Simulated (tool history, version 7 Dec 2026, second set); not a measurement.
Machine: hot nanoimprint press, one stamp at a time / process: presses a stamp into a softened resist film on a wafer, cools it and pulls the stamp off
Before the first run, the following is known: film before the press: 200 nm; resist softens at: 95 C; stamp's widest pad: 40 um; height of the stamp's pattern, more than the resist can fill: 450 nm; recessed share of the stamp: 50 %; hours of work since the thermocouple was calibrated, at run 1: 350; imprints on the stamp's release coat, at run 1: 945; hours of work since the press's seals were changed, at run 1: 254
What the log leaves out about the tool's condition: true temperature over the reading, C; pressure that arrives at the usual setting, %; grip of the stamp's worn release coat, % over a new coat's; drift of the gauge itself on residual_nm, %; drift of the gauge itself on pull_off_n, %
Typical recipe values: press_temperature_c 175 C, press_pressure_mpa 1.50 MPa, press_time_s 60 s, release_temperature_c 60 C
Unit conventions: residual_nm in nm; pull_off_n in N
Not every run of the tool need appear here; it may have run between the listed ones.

run	hour	press_temperature_c	press_pressure_mpa	press_time_s	release_temperature_c	hours of work since the thermocouple was calibrated	imprints on the stamp's release coat	hours of work since the press's seals were changed	residual_nm	pull_off_n
1	0.0	175	1.50	60	60	350	945	254	81.2	206
2	27.6	175	1.50	60	60	371	1093	274	81.7	200
3	54.4	175	1.50	60	60	391	1237	294	82.7	211
4	77.5	175	1.50	60	60	408	1361	312	81.6	213
# hour 112.2: stamp cleaned and given a new release coat
5	115.2	175	1.50	60	60	432	16	335	82.7	187
6	143.4	183	1.50	60	60	453	167	356	66.4	187
7	169.2	175	1.50	60	60	472	305	375	82.7	188
8	194.9	175	1.50	60	60	491	443	394	82.9	192
9	211.1	166	1.50	60	60	503	530	406	108.9	191
10	230.2	166	1.17	60	60	517	632	421	123.2	206
11	243.6	166	1.17	60	60	527	704	431	118.8	200
12	275.5	182	1.17	60	60	551	875	454	78.6	196
13	294.8	182	1.17	60	60	565	978	469	78.9	209
# hour 311.3: plate thermocouple calibrated
14	316.5	182	1.17	60	60	4	1079	483	73.5	204
15	346.6	182	1.17	60	60	26	1240	505	73.8	200
16	375.5	186	1.50	60	60	48	1395	526	58.2	205
# hour 403.7: stamp cleaned and given a new release coat
17	406.2	175	1.41	60	60	66	14	545	82.6	185
18	431.1	173	1.50	60	60	85	147	563	83.9	182
19	447.3	186	1.50	60	50	97	234	575	59.3	229
20	466.4	175	1.54	32	60	111	336	590	99.7	193
21	488.7	187	1.54	32	60	128	456	606	73.5	190
22	520.9	186	1.50	60	66	151	628	630	59.1	173
23	540.1	186	1.50	60	66	166	731	644	59.1	169
24	554.7	186	1.50	60	66	177	810	655	58.7	172
25	575.3	175	1.17	60	57	192	921	671	91.6	215
26	601.3	175	1.17	60	57	211	1060	690	92.1	223
27	618.8	175	1.71	60	55	224	1153	703	76.4	233
28	634.2	166	1.50	60	50	236	1236	715	106.5	251
29	647.6	166	1.50	60	50	246	1308	724	105.6	255
30	676.8	182	1.50	92	47	267	1465	746	57.9	264
# hour 692.6: stamp cleaned and given a new release coat
31	704.1	175	0.97	50	60	283	61	762	108.2	192

Below, each run's measurement less what the same run would have read without the hidden state. Both values contain the same run-to-run variation, but the gauge's scatter may not be the same in both:
run	residual_nm	pull_off_n
1	+3.9	+22
2	+4.1	+24
3	+4.3	+28
4	+4.5	+30
5	+4.8	+6
6	+3.9	+9
7	+5.3	+12
8	+5.5	+14
9	+7.2	+16
10	+7.4	+19
11	+7.3	+20
12	+5.1	+22
13	+5.3	+26
14	+1.1	+19
15	+1.4	+21
16	+1.6	+24
17	+2.2	+1
18	+2.6	+4
19	+2.0	+6
20	+3.3	+7
21	+2.7	+9
22	+2.4	+12
23	+2.6	+13
24	+2.6	+14
25	+3.4	+20
26	+3.7	+23
27	+4.2	+26
28	+5.1	+30
29	+5.3	+32
30	+3.3	+36
31	+4.4	+5
